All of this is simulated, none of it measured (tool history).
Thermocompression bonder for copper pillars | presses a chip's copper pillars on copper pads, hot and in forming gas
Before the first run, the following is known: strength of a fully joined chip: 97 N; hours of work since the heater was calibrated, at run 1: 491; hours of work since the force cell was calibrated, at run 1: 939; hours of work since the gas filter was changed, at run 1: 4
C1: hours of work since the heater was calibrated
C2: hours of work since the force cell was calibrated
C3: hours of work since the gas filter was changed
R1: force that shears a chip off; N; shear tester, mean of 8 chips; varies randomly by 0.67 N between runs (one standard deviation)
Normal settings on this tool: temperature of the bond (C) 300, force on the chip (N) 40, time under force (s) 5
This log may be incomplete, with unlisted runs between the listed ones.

{"run": 1, "day": 0.0, "temperature of the bond (C)": 300, "force on the chip (N)": 40, "time under force (s)": 5, "C1": 491, "C2": 939, "C3": 4, "R1": 49.1}
{"run": 2, "day": 1.488, "temperature of the bond (C)": 300, "force on the chip (N)": 40, "time under force (s)": 5, "C1": 507, "C2": 955, "C3": 20, "R1": 48.1}
{"run": 3, "day": 3.05, "temperature of the bond (C)": 300, "force on the chip (N)": 40, "time under force (s)": 5, "C1": 524, "C2": 972, "C3": 37, "R1": 46.6}
{"run": 4, "day": 4.012, "temperature of the bond (C)": 300, "force on the chip (N)": 40, "time under force (s)": 5, "C1": 535, "C2": 982, "C3": 48, "R1": 46.2}
{"run": 5, "day": 4.821, "temperature of the bond (C)": 300, "force on the chip (N)": 40, "time under force (s)": 5, "C1": 544, "C2": 991, "C3": 57, "R1": 46.6}
{"run": 6, "day": 5.767, "temperature of the bond (C)": 300, "force on the chip (N)": 40, "time under force (s)": 5, "C1": 554, "C2": 1001, "C3": 67, "R1": 46.3}
{"run": 7, "day": 6.775, "temperature of the bond (C)": 300, "force on the chip (N)": 40, "time under force (s)": 5, "C1": 565, "C2": 1012, "C3": 78, "R1": 45.6}
{"run": 8, "day": 7.921, "temperature of the bond (C)": 300, "force on the chip (N)": 40, "time under force (s)": 5, "C1": 577, "C2": 1025, "C3": 90, "R1": 45.4}
{"run": 9, "day": 9.446, "temperature of the bond (C)": 300, "force on the chip (N)": 37, "time under force (s)": 5, "C1": 594, "C2": 1041, "C3": 107, "R1": 41.3}
{"run": 10, "day": 10.712, "temperature of the bond (C)": 300, "force on the chip (N)": 40, "time under force (s)": 5, "C1": 608, "C2": 1055, "C3": 121, "R1": 43.7}
{"day": 10.883, "done": "forming gas filter changed"}
{"run": 11, "day": 11.65, "temperature of the bond (C)": 300, "force on the chip (N)": 40, "time under force (s)": 12, "C1": 618, "C2": 1065, "C3": 8, "R1": 63.8}
{"run": 12, "day": 12.433, "temperature of the bond (C)": 300, "force on the chip (N)": 40, "time under force (s)": 12, "C1": 626, "C2": 1074, "C3": 17, "R1": 63.5}
{"run": 13, "day": 13.533, "temperature of the bond (C)": 300, "force on the chip (N)": 40, "time under force (s)": 7, "C1": 638, "C2": 1086, "C3": 29, "R1": 52.9}
{"run": 14, "day": 14.312, "temperature of the bond (C)": 300, "force on the chip (N)": 40, "time under force (s)": 7, "C1": 647, "C2": 1094, "C3": 37, "R1": 53.4}
{"run": 15, "day": 15.3, "temperature of the bond (C)": 300, "force on the chip (N)": 40, "time under force (s)": 5, "C1": 657, "C2": 1105, "C3": 48, "R1": 46.4}
{"run": 16, "day": 16.383, "temperature of the bond (C)": 300, "force on the chip (N)": 40, "time under force (s)": 5, "C1": 669, "C2": 1117, "C3": 60, "R1": 46.8}
{"run": 17, "day": 17.712, "temperature of the bond (C)": 300, "force on the chip (N)": 40, "time under force (s)": 5, "C1": 684, "C2": 1131, "C3": 74, "R1": 44.8}
{"run": 18, "day": 18.917, "temperature of the bond (C)": 317, "force on the chip (N)": 34, "time under force (s)": 11, "C1": 697, "C2": 1144, "C3": 87, "R1": 62}
{"run": 19, "day": 20.133, "temperature of the bond (C)": 317, "force on the chip (N)": 34, "time under force (s)": 11, "C1": 710, "C2": 1157, "C3": 101, "R1": 62}
{"run": 20, "day": 20.812, "temperature of the bond (C)": 275, "force on the chip (N)": 42, "time under force (s)": 11, "C1": 717, "C2": 1165, "C3": 108, "R1": 45.6}
{"run": 21, "day": 21.529, "temperature of the bond (C)": 312, "force on the chip (N)": 25, "time under force (s)": 5, "C1": 725, "C2": 1173, "C3": 116, "R1": 38.6}
{"day": 22.062, "done": "forming gas filter changed"}
{"run": 22, "day": 23.0, "temperature of the bond (C)": 270, "force on the chip (N)": 40, "time under force (s)": 3, "C1": 741, "C2": 1188, "C3": 10, "R1": 27.4}
{"run": 23, "day": 24.217, "temperature of the bond (C)": 270, "force on the chip (N)": 40, "time under force (s)": 3, "C1": 754, "C2": 1202, "C3": 23, "R1": 27.5}
{"run": 24, "day": 25.642, "temperature of the bond (C)": 270, "force on the chip (N)": 40, "time under force (s)": 3, "C1": 770, "C2": 1217, "C3": 39, "R1": 26.9}
{"run": 25, "day": 27.121, "temperature of the bond (C)": 286, "force on the chip (N)": 50, "time under force (s)": 3, "C1": 786, "C2": 1233, "C3": 55, "R1": 38.2}
{"run": 26, "day": 28.196, "temperature of the bond (C)": 286, "force on the chip (N)": 50, "time under force (s)": 3, "C1": 797, "C2": 1245, "C3": 67, "R1": 38.9}
{"run": 27, "day": 29.183, "temperature of the bond (C)": 311, "force on the chip (N)": 50, "time under force (s)": 3, "C1": 808, "C2": 1256, "C3": 77, "R1": 50.4}
{"run": 28, "day": 30.058, "temperature of the bond (C)": 311, "force on the chip (N)": 31, "time under force (s)": 5, "C1": 818, "C2": 1265, "C3": 87, "R1": 43.8}
{"day": 30.338, "done": "force cell calibrated"}
{"run": 29, "day": 31.342, "temperature of the bond (C)": 311, "force on the chip (N)": 31, "time under force (s)": 5, "C1": 831, "C2": 11, "C3": 100, "R1": 42.1}
{"run": 30, "day": 32.117, "temperature of the bond (C)": 317, "force on the chip (N)": 40, "time under force (s)": 5, "C1": 839, "C2": 19, "C3": 109, "R1": 52.5}
{"day": 33.292, "done": "forming gas filter changed"}
{"run": 31, "day": 33.742, "temperature of the bond (C)": 300, "force on the chip (N)": 36, "time under force (s)": 5, "C1": 857, "C2": 37, "C3": 5, "R1": 45.1}
{"run": 32, "day": 34.533, "temperature of the bond (C)": 318, "force on the chip (N)": 30, "time under force (s)": 13, "C1": 865, "C2": 45, "C3": 13, "R1": 64.4}
{"run": 33, "day": 36.138, "temperature of the bond (C)": 318, "force on the chip (N)": 30, "time under force (s)": 13, "C1": 883, "C2": 63, "C3": 31, "R1": 65.5}

Alternative continuations, all from the tool just after run 33; predict every row:
{"run": "A", "day": 37.271, "temperature of the bond (C)": 330, "force on the chip (N)": 40, "time under force (s)": 5, "C1": 895, "C2": 75, "C3": 43, "R1": "?"}
{"run": "B", "day": 37.271, "temperature of the bond (C)": 317, "force on the chip (N)": 56, "time under force (s)": 13, "C1": 895, "C2": 75, "C3": 43, "R1": "?"}
{"run": "C", "day": 37.271, "temperature of the bond (C)": 313, "force on the chip (N)": 29, "time under force (s)": 12, "C1": 895, "C2": 75, "C3": 43, "R1": "?"}
{"run": "D", "day": 37.271, "temperature of the bond (C)": 280, "force on the chip (N)": 37, "time under force (s)": 3, "C1": 895, "C2": 75, "C3": 43, "R1": "?"}

run=A R1=62.7
run=B R1=79
run=C R1=60.1
run=D R1=28.8
Without the tool's hidden state the same runs would have given:
run=A R1=63.5
run=B R1=80.8
run=C R1=60.7
run=D R1=28.6
